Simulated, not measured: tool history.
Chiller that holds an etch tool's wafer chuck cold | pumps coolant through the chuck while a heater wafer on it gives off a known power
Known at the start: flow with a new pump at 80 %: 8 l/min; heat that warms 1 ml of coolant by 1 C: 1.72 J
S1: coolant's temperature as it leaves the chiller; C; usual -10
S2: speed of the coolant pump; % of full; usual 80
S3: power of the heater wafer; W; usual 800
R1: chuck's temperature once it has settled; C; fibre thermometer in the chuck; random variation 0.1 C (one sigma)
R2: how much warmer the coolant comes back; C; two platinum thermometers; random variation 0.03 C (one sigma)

{"run": 1, "hour": 0.0, "S1": -10, "S2": 80, "S3": 800, "R1": -0.2, "R2": 3.56}
{"run": 2, "hour": 122.6, "S1": -10, "S2": 80, "S3": 800, "R1": -0.2, "R2": 3.57}
{"run": 3, "hour": 214.1, "S1": -10, "S2": 80, "S3": 800, "R1": -0.2, "R2": 3.6}
{"run": 4, "hour": 296.9, "S1": -10, "S2": 80, "S3": 800, "R1": 0.0, "R2": 3.64}
{"run": 5, "hour": 385.2, "S1": -10, "S2": 80, "S3": 800, "R1": 0.0, "R2": 3.59}
{"run": 6, "hour": 450.5, "S1": -10, "S2": 80, "S3": 800, "R1": -0.2, "R2": 3.56}
{"run": 7, "hour": 537.2, "S1": -10, "S2": 80, "S3": 800, "R1": -0.1, "R2": 3.57}
{"run": 8, "hour": 637.4, "S1": -10, "S2": 80, "S3": 800, "R1": -0.2, "R2": 3.56}
{"hour": 645.0, "done": "chiller's thermometer calibrated"}
{"run": 9, "hour": 728.0, "S1": -10, "S2": 80, "S3": 800, "R1": -0.3, "R2": 3.59}
{"run": 10, "hour": 823.2, "S1": -10, "S2": 68, "S3": 800, "R1": 1.2, "R2": 4.22}
{"run": 11, "hour": 934.9, "S1": -17, "S2": 68, "S3": 800, "R1": -5.8, "R2": 4.27}
{"run": 12, "hour": 997.3, "S1": -17, "S2": 68, "S3": 800, "R1": -5.7, "R2": 4.25}
{"run": 13, "hour": 1066.7, "S1": -17, "S2": 68, "S3": 800, "R1": -5.8, "R2": 4.27}
{"run": 14, "hour": 1140.6, "S1": -17, "S2": 68, "S3": 800, "R1": -5.7, "R2": 4.26}
{"run": 15, "hour": 1211.1, "S1": -10, "S2": 78, "S3": 800, "R1": 0.1, "R2": 3.7}
{"run": 16, "hour": 1274.2, "S1": -4, "S2": 74, "S3": 877, "R1": 7.7, "R2": 4.26}
{"run": 17, "hour": 1389.7, "S1": -8, "S2": 83, "S3": 800, "R1": 1.7, "R2": 3.52}
{"run": 18, "hour": 1448.8, "S1": -12, "S2": 66, "S3": 691, "R1": -1.9, "R2": 3.83}
{"run": 19, "hour": 1543.3, "S1": -7, "S2": 93, "S3": 1197, "R1": 6.3, "R2": 4.61}
{"run": 20, "hour": 1663.9, "S1": -10, "S2": 80, "S3": 1078, "R1": 3.5, "R2": 4.92}
{"run": 21, "hour": 1736.0, "S1": -10, "S2": 86, "S3": 835, "R1": -0.2, "R2": 3.52}
{"run": 22, "hour": 1850.0, "S1": -12, "S2": 61, "S3": 1158, "R1": 6.2, "R2": 6.93}
{"run": 23, "hour": 1952.2, "S1": -12, "S2": 61, "S3": 1158, "R1": 6.2, "R2": 6.97}
{"run": 24, "hour": 2037.9, "S1": -12, "S2": 61, "S3": 1158, "R1": 6.2, "R2": 6.97}
{"hour": 2109.1, "done": "coolant changed, channels flushed"}
{"run": 25, "hour": 2157.0, "S1": -3, "S2": 80, "S3": 1085, "R1": 9.8, "R2": 4.98}
{"run": 26, "hour": 2266.2, "S1": -10, "S2": 63, "S3": 618, "R1": -0.9, "R2": 3.62}
{"run": 27, "hour": 2385.2, "S1": -16, "S2": 80, "S3": 800, "R1": -6.2, "R2": 3.67}
{"run": 28, "hour": 2473.1, "S1": -16, "S2": 80, "S3": 800, "R1": -6.5, "R2": 3.68}
{"run": 29, "hour": 2532.2, "S1": -10, "S2": 98, "S3": 800, "R1": -1.8, "R2": 2.99}

Measured less the same run without the tool's hidden state. The same run-to-run variation is in both; the gauge's scatter may not be:
The hidden state here: heat passed by the chuck's channels, % of clean ones'; flow at a given pump speed, % of a new pump's; coolant's true temperature over the reading, C; drift of the gauge itself on chuck_c, C; drift of the gauge itself on warmer_back_c, C.
run=1 R1=+0.8 R2=+0.07
run=2 R1=+0.8 R2=+0.09
run=3 R1=+0.8 R2=+0.08
run=4 R1=+0.9 R2=+0.09
run=5 R1=+0.9 R2=+0.08
run=6 R1=+0.8 R2=+0.09
run=7 R1=+0.9 R2=+0.10
run=8 R1=+0.9 R2=+0.09
run=9 R1=+0.8 R2=+0.10
run=10 R1=+0.9 R2=+0.12
run=11 R1=+0.9 R2=+0.13
run=12 R1=+0.9 R2=+0.13
run=13 R1=+0.9 R2=+0.13
run=14 R1=+1.0 R2=+0.13
run=15 R1=+0.9 R2=+0.12
run=16 R1=+1.0 R2=+0.13
run=17 R1=+0.9 R2=+0.12
run=18 R1=+0.9 R2=+0.13
run=19 R1=+1.3 R2=+0.16
run=20 R1=+1.4 R2=+0.17
run=21 R1=+1.0 R2=+0.13
run=22 R1=+1.8 R2=+0.26
run=23 R1=+1.9 R2=+0.27
run=24 R1=+1.9 R2=+0.27
run=25 R1=+0.6 R2=+0.19
run=26 R1=+0.5 R2=+0.15
run=27 R1=+0.6 R2=+0.16
run=28 R1=+0.6 R2=+0.16
run=29 R1=+0.5 R2=+0.13
